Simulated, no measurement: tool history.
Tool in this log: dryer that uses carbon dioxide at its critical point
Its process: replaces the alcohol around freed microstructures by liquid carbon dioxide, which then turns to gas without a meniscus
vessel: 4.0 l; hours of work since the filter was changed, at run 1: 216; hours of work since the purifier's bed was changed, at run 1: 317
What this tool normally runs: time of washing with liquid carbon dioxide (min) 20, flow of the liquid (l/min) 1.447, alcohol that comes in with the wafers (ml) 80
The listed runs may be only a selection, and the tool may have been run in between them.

run	hour	time of washing with liquid carbon dioxide (min)	flow of the liquid (l/min)	alcohol that comes in with the wafers (ml)	hours of work since the filter was changed	hours of work since the purifier's bed was changed	alcohol left in the vessel before it's heated (ppm by volume)
1	0.0	20	1.447	80	216	317	268
2	30.9	20	1.447	80	226	327	271
3	52.4	28	1.447	80	233	334	100
4	86.3	20	1.447	80	244	345	285
5	118.1	20	1.447	80	255	355	298
6	143.1	20	1.447	80	263	363	296
7	167.9	20	1.447	45	271	372	202
8	187.5	20	1.447	45	278	378	211
9	208.8	20	1.447	45	284	385	215
10	229.5	20	1.447	45	291	392	216
11	249.2	20	1.447	45	298	398	219
12	271.5	20	1.447	45	305	405	217
13	299.2	20	1.447	45	314	414	221
14	319.6	29	1.447	80	321	421	118
# hour 341.6: inlet filter changed
15	347.0	15	1.447	80	2	430	497
16	361.8	20	0.940	80	7	435	736
17	392.5	12	1.447	80	17	445	992
18	422.5	12	1.447	80	26	454	981
19	438.5	12	1.447	80	32	460	1014
20	463.7	19	0.970	36	40	468	429
21	493.9	29	0.970	75	50	478	219
22	525.8	29	0.970	75	60	488	230
23	558.1	20	1.447	31	71	499	138
24	578.1	29	0.890	21	77	505	153
25	599.8	20	1.447	43	84	512	175
26	630.0	15	2.250	31	94	522	121
27	653.9	20	1.370	80	102	530	290
28	683.1	20	1.370	80	111	539	280
29	718.1	20	1.370	80	123	551	306
30	750.5	20	1.370	80	133	561	294
31	772.5	20	1.370	80	141	569	323
32	806.2	20	1.370	80	152	580	326
33	826.5	20	1.370	80	158	586	332
34	857.0	20	1.370	80	168	596	336
35	879.1	19	1.860	55	175	603	155
36	897.4	19	2.050	75	181	609	148

Alternative continuations, all from the tool just after run 36; predict every row:
A	928.5	17	1.260	51	191	619	?
B	928.5	15	0.930	56	191	619	?
C	928.5	19	1.210	75	191	619	?
D	928.5	20	1.447	57	191	619	?

run	alcohol left in the vessel before it's heated (ppm by volume)
A	496
B	1532
C	561
D	259
With no hidden state in the tool, these same runs would have given:
run	alcohol left in the vessel before it's heated (ppm by volume)
A	259
B	1097
C	294
D	86
